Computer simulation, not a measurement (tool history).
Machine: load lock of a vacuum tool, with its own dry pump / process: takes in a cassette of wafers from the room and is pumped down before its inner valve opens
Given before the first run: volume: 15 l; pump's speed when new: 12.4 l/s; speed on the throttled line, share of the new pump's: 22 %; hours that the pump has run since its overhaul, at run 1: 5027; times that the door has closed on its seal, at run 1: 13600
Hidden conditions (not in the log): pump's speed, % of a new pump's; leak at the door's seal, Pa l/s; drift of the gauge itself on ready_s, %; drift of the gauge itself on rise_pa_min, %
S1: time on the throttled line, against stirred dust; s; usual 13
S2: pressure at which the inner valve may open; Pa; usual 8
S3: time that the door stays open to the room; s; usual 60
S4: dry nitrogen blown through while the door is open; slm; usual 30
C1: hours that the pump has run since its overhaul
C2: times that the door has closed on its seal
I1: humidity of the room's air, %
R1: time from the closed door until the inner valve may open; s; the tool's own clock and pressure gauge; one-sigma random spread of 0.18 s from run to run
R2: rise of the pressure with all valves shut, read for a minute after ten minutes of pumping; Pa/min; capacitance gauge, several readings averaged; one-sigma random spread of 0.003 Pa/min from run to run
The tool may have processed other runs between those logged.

run     hour  S1  S2   S3  S4     C1     C2    I1    R1     R2
  1      0.0  13   8   60  30   5027  13600  45.6  22.5  0.105
  2    346.0  13   8   60  30   5373  14861  42.2  22.6  0.116
  3    709.3  17   8   60  30   5736  16185  44.1  25.6  0.135
  4   1157.2  17   8   60  30   6184  17818  43.0  25.5  0.150
  5   1507.0  17   8   60  30   6534  19092  42.6  25.7  0.156
  6   1995.9  17   8   60  30   7023  20874  46.9  25.3  0.187
      2112.7  -- door's seal changed, seat wiped
  7   2316.4  17   8   60  30   7342    742  48.0  25.7  0.052
  8   2796.5  17   8   60  30   7822   2492  42.6  25.8  0.054
  9   3271.9  17   8   60  30   8297   4225  43.9  25.5  0.060
 10   3779.8  13   8  139  30   8805   6076  49.2  23.0  0.083
 11   4094.8  13   8  139  30   9120   7224  45.5  22.8  0.077
 12   4448.3  13   8  139  30   9474   8513  46.9  23.3  0.094
 13   4962.3  13   8  139  30   9988  10386  49.0  23.5  0.110
 14   5322.6  13   8  139  30  10348  11699  44.4  22.8  0.114
 15   5829.0  16   8   70  31  10854  13545  46.2  25.5  0.116
      5902.3  -- dry pump taken out, an overhauled one fitted
 16   6105.2  23   8   27  30    203  14530  46.2  29.2  0.115
 17   6420.8  23   8   27  30    519  15680  42.8  29.4  0.124
 18   6884.8  23   8   27  30    983  17371  39.9  29.7  0.138
 19   7176.9  13   8  129  30   1275  18436  43.7  21.6  0.169
 20   7592.5  19   8  129  42   1690  19951  43.2  26.2  0.181
 21   7846.5  10  11  186   6   1944  20876  43.2  19.2  0.268
      7959.2  -- door's seal changed, seat wiped
 22   8058.9  13   8  223  20   2155    363  45.6  21.8  0.087
 23   8532.2   9   8   60  29   2628   2088  42.3  18.8  0.037
 24   8807.2   9   8   85  29   2903   3090  42.8  19.0  0.053
 25   9256.8  22   9   85  30   3353   4729  47.0  28.7  0.062
 26   9658.3  13   7   67  30   3755   6192  47.1  22.4  0.070
 27  10085.4   6   7   67   8   4182   7749  43.8  17.2  0.113

Alternative continuations, all from the tool just after run 27; predict every row:
  A  10478.5   6  11  91  17  4575  9182  46.6   ?   ?
  B  10478.5  10   8  99  30  4575  9182  47.5   ?   ?
  C  10478.5   6   7  36   8  4575  9182  44.1   ?   ?

run    R1     R2
  A  16.3  0.102
  B  20.1  0.095
  C  17.3  0.101
The same runs, with their run-to-run variation unchanged, on a tool lacking any hidden condition would have given:
run    R1     R2
  A  15.6  0.067
  B  19.5  0.059
  C  16.6  0.066
